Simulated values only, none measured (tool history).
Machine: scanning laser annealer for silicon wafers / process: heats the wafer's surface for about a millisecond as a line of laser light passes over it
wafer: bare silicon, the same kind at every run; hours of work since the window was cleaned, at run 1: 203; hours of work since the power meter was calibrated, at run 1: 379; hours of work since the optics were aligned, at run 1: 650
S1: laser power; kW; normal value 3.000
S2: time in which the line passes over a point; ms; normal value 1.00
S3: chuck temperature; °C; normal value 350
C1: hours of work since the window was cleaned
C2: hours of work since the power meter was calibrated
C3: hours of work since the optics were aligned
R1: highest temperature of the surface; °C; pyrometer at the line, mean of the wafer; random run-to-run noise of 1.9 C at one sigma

| run | day | S1 | S2 | S3 | C1 | C2 | C3 | R1 |
|---|---|---|---|---|---|---|---|---|
| 1 | 0.000 | 3.000 | 1.00 | 350 | 203 | 379 | 650 | 1148 |
| 2 | 0.842 | 3.000 | 0.76 | 350 | 217 | 393 | 663 | 1039 |
| 3 | 1.279 | 3.000 | 0.76 | 350 | 224 | 400 | 671 | 1041 |
| 4 | 2.112 | 3.000 | 1.00 | 350 | 238 | 414 | 684 | 1144 |
| 5 | 2.846 | 3.000 | 1.00 | 352 | 250 | 426 | 696 | 1145 |
| 6 | 3.750 | 3.000 | 1.00 | 373 | 265 | 441 | 711 | 1164 |
| 7 | 4.296 | 3.000 | 1.00 | 384 | 274 | 450 | 720 | 1179 |
|  | 5.083 | optics aligned, line set to its width |
| 8 | 5.242 | 2.741 | 1.00 | 350 | 286 | 462 | 3 | 1081 |
| 9 | 6.092 | 3.000 | 1.00 | 350 | 300 | 476 | 17 | 1144 |
| 10 | 6.804 | 3.000 | 1.00 | 350 | 311 | 487 | 28 | 1142 |
| 11 | 7.433 | 3.000 | 1.00 | 350 | 322 | 498 | 39 | 1144 |
| 12 | 8.033 | 3.000 | 1.11 | 363 | 332 | 508 | 48 | 1197 |
| 13 | 8.925 | 2.840 | 1.21 | 374 | 346 | 522 | 63 | 1206 |
| 14 | 9.862 | 3.150 | 1.05 | 319 | 362 | 538 | 79 | 1170 |

For run 15, what comes out?
| 15 | 10.288 | 3.150 | 0.75 | 378 | 369 | 545 | 86 | ? |

Run 15 yielded R1 1093 °C.
The same run, on a tool lacking any hidden state, would have yielded R1 1093 °C.
